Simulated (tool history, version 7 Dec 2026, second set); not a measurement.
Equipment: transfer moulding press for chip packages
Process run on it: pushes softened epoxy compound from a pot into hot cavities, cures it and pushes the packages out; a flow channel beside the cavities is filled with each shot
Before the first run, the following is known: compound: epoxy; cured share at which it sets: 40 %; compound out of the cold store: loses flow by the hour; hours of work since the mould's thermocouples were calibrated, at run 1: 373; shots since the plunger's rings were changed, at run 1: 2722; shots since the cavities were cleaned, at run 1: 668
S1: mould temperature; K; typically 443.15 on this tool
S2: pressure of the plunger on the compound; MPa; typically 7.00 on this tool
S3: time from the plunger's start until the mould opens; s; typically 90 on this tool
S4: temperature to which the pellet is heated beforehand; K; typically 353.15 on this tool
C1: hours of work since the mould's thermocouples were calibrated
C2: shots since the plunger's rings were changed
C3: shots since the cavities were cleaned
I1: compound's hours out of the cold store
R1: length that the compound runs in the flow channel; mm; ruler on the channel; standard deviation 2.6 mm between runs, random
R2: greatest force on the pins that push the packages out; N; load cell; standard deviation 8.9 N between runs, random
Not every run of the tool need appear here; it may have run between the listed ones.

run 1 hour=0.0 | S1=443.15 S2=7.00 S3=90 S4=353.15 | C1=373 C2=2722 C3=668 | I1=11.2 | R1=953 R2=704
run 2 hour=8.1 | S1=443.15 S2=7.00 S3=90 S4=353.15 | C1=378 C2=2805 C3=751 | I1=9.6 | R1=960 R2=751
run 3 hour=21.7 | S1=443.15 S2=7.00 S3=90 S4=353.15 | C1=385 C2=2946 C3=892 | I1=29.1 | R1=866 R2=703
run 4 hour=39.0 | S1=443.15 S2=8.50 S3=90 S4=353.15 | C1=395 C2=3125 C3=1071 | I1=30.2 | R1=940 R2=734
-- hour=50.6 cavities cleaned with cleaning compound and waxed
run 5 hour=58.7 | S1=443.15 S2=8.50 S3=90 S4=353.15 | C1=405 C2=3312 C3=83 | I1=20.4 | R1=993 R2=510
run 6 hour=71.9 | S1=443.15 S2=8.31 S3=90 S4=353.15 | C1=412 C2=3449 C3=220 | I1=31.9 | R1=926 R2=568
run 7 hour=84.0 | S1=448.15 S2=8.31 S3=90 S4=353.15 | C1=418 C2=3574 C3=345 | I1=18.4 | R1=967 R2=523
run 8 hour=97.6 | S1=448.15 S2=8.31 S3=90 S4=353.15 | C1=426 C2=3714 C3=485 | I1=16.7 | R1=975 R2=576
run 9 hour=106.2 | S1=443.15 S2=7.00 S3=90 S4=353.15 | C1=431 C2=3803 C3=574 | I1=12.6 | R1=935 R2=732
run 10 hour=118.5 | S1=443.15 S2=7.00 S3=90 S4=353.15 | C1=437 C2=3930 C3=701 | I1=17.6 | R1=909 R2=742
run 11 hour=137.6 | S1=443.15 S2=7.00 S3=90 S4=353.15 | C1=448 C2=4127 C3=898 | I1=14.3 | R1=923 R2=759
run 12 hour=155.4 | S1=443.15 S2=7.00 S3=90 S4=353.15 | C1=457 C2=4311 C3=1082 | I1=10.8 | R1=945 R2=794
-- hour=165.7 cavities cleaned with cleaning compound and waxed
run 13 hour=176.5 | S1=443.15 S2=7.00 S3=84 S4=353.15 | C1=468 C2=4513 C3=112 | I1=31.3 | R1=845 R2=590
-- hour=182.9 plunger's sealing rings changed
run 14 hour=197.7 | S1=445.15 S2=6.19 S3=83 S4=362.15 | C1=478 C2=153 C3=306 | I1=22.5 | R1=851 R2=638
run 15 hour=216.7 | S1=439.15 S2=7.00 S3=90 S4=353.15 | C1=489 C2=348 C3=501 | I1=28.0 | R1=908 R2=926
run 16 hour=226.4 | S1=439.15 S2=7.00 S3=90 S4=353.15 | C1=494 C2=449 C3=602 | I1=27.3 | R1=907 R2=920
run 17 hour=245.2 | S1=448.15 S2=7.00 S3=89 S4=359.15 | C1=504 C2=643 C3=796 | I1=10.5 | R1=952 R2=611
run 18 hour=260.8 | S1=448.15 S2=7.00 S3=89 S4=359.15 | C1=513 C2=804 C3=957 | I1=25.9 | R1=873 R2=613
run 19 hour=277.9 | S1=446.15 S2=5.76 S3=89 S4=359.15 | C1=522 C2=981 C3=1134 | I1=47.7 | R1=709 R2=624
-- hour=283.9 cavities cleaned with cleaning compound and waxed
run 20 hour=292.0 | S1=443.15 S2=7.00 S3=90 S4=360.15 | C1=529 C2=1111 C3=84 | I1=11.0 | R1=967 R2=508
run 21 hour=303.0 | S1=443.15 S2=5.27 S3=71 S4=360.15 | C1=535 C2=1225 C3=198 | I1=46.5 | R1=690 R2=937
run 22 hour=320.1 | S1=443.15 S2=5.27 S3=71 S4=360.15 | C1=544 C2=1400 C3=373 | I1=21.1 | R1=790 R2=1138
run 23 hour=330.0 | S1=436.15 S2=8.34 S3=123 S4=360.15 | C1=550 C2=1503 C3=476 | I1=26.6 | R1=1003 R2=622
run 24 hour=345.9 | S1=443.15 S2=7.17 S3=127 S4=353.15 | C1=558 C2=1667 C3=640 | I1=45.1 | R1=814 R2=531

Run 25 has not been measured yet. What should we expect?
run 25 hour=361.9 | S1=445.15 S2=7.65 S3=79 S4=355.15 | C1=567 C2=1833 C3=806 | I1=23.9 | R1=? R2=?

R1: 925 mm
R2: 819 N
Were there no unlogged condition in the tool, this run, its random variation unchanged, would have produced R1 931 mm, R2 431 N.

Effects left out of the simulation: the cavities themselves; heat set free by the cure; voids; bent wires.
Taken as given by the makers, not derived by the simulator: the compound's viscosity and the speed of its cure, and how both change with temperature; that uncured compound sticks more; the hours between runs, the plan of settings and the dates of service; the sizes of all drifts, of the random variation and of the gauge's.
